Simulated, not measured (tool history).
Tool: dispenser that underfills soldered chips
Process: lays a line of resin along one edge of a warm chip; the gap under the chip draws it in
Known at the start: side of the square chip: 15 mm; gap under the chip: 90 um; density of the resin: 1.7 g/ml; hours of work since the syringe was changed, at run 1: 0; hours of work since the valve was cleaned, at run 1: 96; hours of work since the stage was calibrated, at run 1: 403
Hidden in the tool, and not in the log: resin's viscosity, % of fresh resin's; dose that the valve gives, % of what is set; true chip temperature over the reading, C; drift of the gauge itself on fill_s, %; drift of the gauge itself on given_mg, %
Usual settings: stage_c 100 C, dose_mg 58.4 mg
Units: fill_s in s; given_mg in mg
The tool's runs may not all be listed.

run  hour  stage_c  dose_mg  hours of work since the syringe was changed  hours of work since the valve was cleaned  hours of work since the stage was calibrated  fill_s  given_mg
  1     0      100     58.4                                            0                                         96                                           403    53.7      56.8
      8.6  -- dispensing valve cleaned and set on the balance
  2   9.5      100     58.4                                            6                                          1                                           409    70.2     58.39
     18.4  -- new syringe of resin
  3  25.9      100     62.9                                            5                                         12                                           420    66.5     62.88
     36.2  -- new syringe of resin
  4  40.2      100     62.9                                            3                                         21                                           430    59.5     62.48
  5    48      100     52.1                                            8                                         27                                           435    78.4     51.73
     54.1  -- new syringe of resin
  6  58.6      100     52.1                                            3                                         34                                           443    62.5     51.57
  7  70.8      100     52.1                                           11                                         42                                           451    94.4     51.39
     72.4  -- new syringe of resin
  8  86.3      100     52.1                                           10                                         53                                           461    83.3     51.29
     89.7  -- new syringe of resin
  9  95.9      100     74.1                                            4                                         59                                           468    64.4     72.78

Forecast run 10:
 10  105.4       86     58.4                                           11                                         66                                           474       ?         ?

fill_s: 146.9 s
given_mg: 57.2 mg
Without the tool's hidden state the same run would have given fill_s 96.4 s, given_mg 58.35 mg.
